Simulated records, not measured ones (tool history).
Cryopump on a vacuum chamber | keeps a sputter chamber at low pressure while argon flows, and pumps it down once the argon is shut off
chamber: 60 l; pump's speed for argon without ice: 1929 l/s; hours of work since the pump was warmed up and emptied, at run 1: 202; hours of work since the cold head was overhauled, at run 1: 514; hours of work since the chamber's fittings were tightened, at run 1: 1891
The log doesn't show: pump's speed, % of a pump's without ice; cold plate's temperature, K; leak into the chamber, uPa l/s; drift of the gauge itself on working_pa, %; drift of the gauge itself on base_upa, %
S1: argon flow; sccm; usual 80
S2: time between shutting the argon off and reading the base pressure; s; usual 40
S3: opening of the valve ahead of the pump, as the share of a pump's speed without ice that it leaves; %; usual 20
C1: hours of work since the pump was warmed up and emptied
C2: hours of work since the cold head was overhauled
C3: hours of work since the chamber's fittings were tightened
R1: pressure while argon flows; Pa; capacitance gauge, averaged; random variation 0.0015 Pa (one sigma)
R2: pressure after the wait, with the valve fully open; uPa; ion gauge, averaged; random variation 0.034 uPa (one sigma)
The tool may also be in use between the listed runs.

Run 1, day 0: usual settings; C1 202; C2 514; C3 1891. Result: R1 0.3714 Pa, R2 3.8 uPa.
Run 2, day 1.342: usual settings; C1 222; C2 535; C3 1912. Result: R1 0.3719 Pa, R2 3.77 uPa.
Run 3, day 2.038: usual settings; C1 233; C2 545; C3 1922. Result: R1 0.3758 Pa, R2 3.84 uPa.
Run 4, day 3.638: usual settings; C1 257; C2 570; C3 1947. Result: R1 0.3756 Pa, R2 3.94 uPa.
Run 5, day 4.792: usual settings; C1 275; C2 587; C3 1964. Result: R1 0.3785 Pa, R2 3.98 uPa.
Run 6, day 5.883: usual settings; C1 291; C2 604; C3 1981. Result: R1 0.383 Pa, R2 4.08 uPa.
Run 7, day 6.638: usual settings; C1 303; C2 616; C3 1992. Result: R1 0.3825 Pa, R2 4.18 uPa.
At day 7.554: pump warmed up, emptied and cooled again.
Run 8, day 8.146: usual settings; C1 9; C2 635; C3 2012. Result: R1 0.3513 Pa, R2 3.27 uPa.
Run 9, day 8.921: usual settings; C1 21; C2 647; C3 2024. Result: R1 0.3519 Pa, R2 3.47 uPa.
Run 10, day 9.804: usual settings but S1 99 sccm; C1 34; C2 661; C3 2037. Result: R1 0.4368 Pa, R2 3.43 uPa.
Run 11, day 11.329: usual settings; C1 58; C2 684; C3 2061. Result: R1 0.3576 Pa, R2 3.49 uPa.
Run 12, day 12.958: usual settings but S1 64 sccm; C1 82; C2 709; C3 2085. Result: R1 0.2858 Pa, R2 3.63 uPa.
Run 13, day 14.162: usual settings but S1 64 sccm; C1 101; C2 727; C3 2104. Result: R1 0.2868 Pa, R2 3.53 uPa.
Run 14, day 15.621: usual settings; C1 123; C2 749; C3 2126. Result: R1 0.3602 Pa, R2 3.67 uPa.
Run 15, day 16.571: usual settings; C1 137; C2 764; C3 2140. Result: R1 0.3603 Pa, R2 3.73 uPa.
Run 16, day 18.204: usual settings but S2 58 s, S3 27 %; C1 162; C2 789; C3 2165. Result: R1 0.2739 Pa, R2 3.26 uPa.
Run 17, day 19.279: usual settings but S2 58 s, S3 27 %; C1 179; C2 805; C3 2182. Result: R1 0.2761 Pa, R2 3.24 uPa.
Run 18, day 20.612: usual settings but S2 58 s, S3 27 %; C1 199; C2 825; C3 2202. Result: R1 0.2791 Pa, R2 3.39 uPa.
Run 19, day 22.258: usual settings but S1 131 sccm, S2 133 s, S3 27 %; C1 224; C2 850; C3 2227. Result: R1 0.4599 Pa, R2 2.86 uPa.
Run 20, day 23.279: usual settings but S1 131 sccm, S2 133 s, S3 27 %; C1 240; C2 866; C3 2243. Result: R1 0.4622 Pa, R2 2.92 uPa.
Run 21, day 24.496: usual settings but S1 70 sccm, S3 57 %; C1 258; C2 884; C3 2261. Result: R1 0.1304 Pa, R2 4.15 uPa.
Run 22, day 25.6: usual settings but S1 70 sccm, S3 57 %; C1 275; C2 901; C3 2278. Result: R1 0.1305 Pa, R2 4.3 uPa.
Run 23, day 26.488: usual settings but S1 70 sccm, S3 57 %; C1 288; C2 915; C3 2291. Result: R1 0.1336 Pa, R2 4.42 uPa.
Run 24, day 27.183: usual settings but S1 70 sccm, S3 57 %; C1 299; C2 925; C3 2302. Result: R1 0.1355 Pa, R2 4.34 uPa.
Run 25, day 27.908: usual settings but S1 36 sccm, S2 64 s, S3 17 %; C1 310; C2 936; C3 2313. Result: R1 0.1997 Pa, R2 3.75 uPa.
At day 28.408: pump warmed up, emptied and cooled again.
Run 26, day 29.492: usual settings but S1 148 sccm, S2 192 s, S3 16 %; C1 16; C2 957; C3 2334. Result: R1 0.8112 Pa, R2 2.25 uPa.
At day 31.1: leaking fittings of the chamber tightened, without venting.
Run 27, day 31.1: usual settings but S1 69 sccm, S2 86 s; C1 40; C2 980; C3 0. Result: R1 0.303 Pa, R2 0.99 uPa.
Run 28, day 31.958: usual settings but S1 67 sccm, S3 53 %; C1 53; C2 994; C3 13. Result: R1 0.1152 Pa, R2 1.89 uPa.
Run 29, day 32.767: usual settings but S1 48 sccm, S2 51 s; C1 65; C2 1006; C3 25. Result: R1 0.2131 Pa, R2 1.6 uPa.
Run 30, day 33.862: usual settings but S1 39 sccm, S2 57 s, S3 16 %; C1 82; C2 1023; C3 42. Result: R1 0.218 Pa, R2 1.46 uPa.

Some steps in R1 between neighbouring runs. How much of each would the tool show without its hidden state too (settings, what came in, random variation), and how much is left for the hidden state, with any gauge scatter that isn't in both results?
Run 7 -> 8: pump warmed up, emptied and cooled again. R1 -0.0312 Pa: hidden state -0.031, all else -0.0002.
Run 18 -> 19: S1 80 -> 131, S2 58 -> 133. R1 +0.1808 Pa: hidden state +0.016, all else +0.1648.
Run 20 -> 21: S1 131 -> 70, S2 133 -> 40, S3 27 -> 57. R1 -0.3318 Pa: hidden state -0.0154, all else -0.3164.
Run 25 -> 26: S1 36 -> 148, S2 64 -> 192, S3 17 -> 16, pump warmed up, emptied and cooled again. R1 +0.6115 Pa: hidden state -0.0101, all else +0.6216.
Run 26 -> 27: S1 148 -> 69, S2 192 -> 86, S3 16 -> 20, leaking fittings of the chamber tightened, without venting. R1 -0.5082 Pa: hidden state -0.001, all else -0.5072.

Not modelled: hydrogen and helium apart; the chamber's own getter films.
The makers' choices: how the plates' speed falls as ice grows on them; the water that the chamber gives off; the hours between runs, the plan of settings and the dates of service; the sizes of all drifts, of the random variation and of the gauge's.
